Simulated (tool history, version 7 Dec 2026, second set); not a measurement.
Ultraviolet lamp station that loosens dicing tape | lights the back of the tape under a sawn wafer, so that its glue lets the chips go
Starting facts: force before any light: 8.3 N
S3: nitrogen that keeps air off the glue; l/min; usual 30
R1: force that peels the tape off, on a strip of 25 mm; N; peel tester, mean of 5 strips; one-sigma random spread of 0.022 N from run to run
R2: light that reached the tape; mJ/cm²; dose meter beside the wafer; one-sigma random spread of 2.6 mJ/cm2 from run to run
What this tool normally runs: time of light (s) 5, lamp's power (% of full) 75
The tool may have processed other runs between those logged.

run 1 hour=0 | time_of_light_(s)=5 lamp's_power_(%_of_full)=75 S3=30 | R1=1.183 R2=300
run 2 hour=6.3 | time_of_light_(s)=5 lamp's_power_(%_of_full)=75 S3=30 | R1=1.23 R2=301
run 3 hour=14.8 | time_of_light_(s)=5 lamp's_power_(%_of_full)=75 S3=30 | R1=1.205 R2=302
run 4 hour=19 | time_of_light_(s)=5 lamp's_power_(%_of_full)=75 S3=30 | R1=1.202 R2=300
run 5 hour=24.4 | time_of_light_(s)=5 lamp's_power_(%_of_full)=74 S3=30 | R1=1.243 R2=294
run 6 hour=28.3 | time_of_light_(s)=5 lamp's_power_(%_of_full)=75 S3=30 | R1=1.213 R2=298
run 7 hour=37 | time_of_light_(s)=5 lamp's_power_(%_of_full)=75 S3=30 | R1=1.241 R2=298
run 8 hour=41.8 | time_of_light_(s)=5 lamp's_power_(%_of_full)=75 S3=30 | R1=1.241 R2=303
run 9 hour=47.2 | time_of_light_(s)=5 lamp's_power_(%_of_full)=75 S3=30 | R1=1.205 R2=302
run 10 hour=54.2 | time_of_light_(s)=5 lamp's_power_(%_of_full)=75 S3=30 | R1=1.242 R2=299
run 11 hour=62.9 | time_of_light_(s)=5 lamp's_power_(%_of_full)=92 S3=30 | R1=0.907 R2=366
run 12 hour=68.8 | time_of_light_(s)=3 lamp's_power_(%_of_full)=64 S3=29 | R1=3.107 R2=152
run 13 hour=77.5 | time_of_light_(s)=5 lamp's_power_(%_of_full)=95 S3=59 | R1=0.5 R2=373
run 14 hour=84.2 | time_of_light_(s)=5 lamp's_power_(%_of_full)=95 S3=59 | R1=0.534 R2=375
run 15 hour=88.4 | time_of_light_(s)=4 lamp's_power_(%_of_full)=95 S3=59 | R1=0.805 R2=300
run 16 hour=93.1 | time_of_light_(s)=4 lamp's_power_(%_of_full)=69 S3=59 | R1=1.378 R2=220
run 17 hour=101.8 | time_of_light_(s)=4 lamp's_power_(%_of_full)=69 S3=24 | R1=2.38 R2=216
run 18 hour=106.7 | time_of_light_(s)=7 lamp's_power_(%_of_full)=87 S3=18 | R1=0.785 R2=472
run 19 hour=113.9 | time_of_light_(s)=10 lamp's_power_(%_of_full)=75 S3=14 | R1=0.636 R2=581
run 20 hour=119.6 | time_of_light_(s)=5 lamp's_power_(%_of_full)=97 S3=16 | R1=1.281 R2=375
run 21 hour=127.8 | time_of_light_(s)=5 lamp's_power_(%_of_full)=97 S3=16 | R1=1.3 R2=380

Below, each run's measurement less what the same run would have read without the hidden state. Both values contain the same run-to-run variation, but the gauge's scatter may not be the same in both:
The hidden state here: lamp's light, % of a new lamp's; light that the window lets through, % of a clean one's; drift of the gauge itself on peel_n, %; drift of the gauge itself on dose_mj_cm2, %.
run=1 R1=+0.142 R2=-22
run=2 R1=+0.151 R2=-23
run=3 R1=+0.152 R2=-24
run=4 R1=+0.154 R2=-25
run=5 R1=+0.161 R2=-25
run=6 R1=+0.162 R2=-25
run=7 R1=+0.17 R2=-26
run=8 R1=+0.174 R2=-27
run=9 R1=+0.171 R2=-27
run=10 R1=+0.181 R2=-29
run=11 R1=+0.147 R2=-36
run=12 R1=+0.287 R2=-16
run=13 R1=+0.083 R2=-39
run=14 R1=+0.089 R2=-40
run=15 R1=+0.143 R2=-32
run=16 R1=+0.221 R2=-24
run=17 R1=+0.308 R2=-24
run=18 R1=+0.147 R2=-55
run=19 R1=+0.121 R2=-69
run=20 R1=+0.227 R2=-45
run=21 R1=+0.236 R2=-47
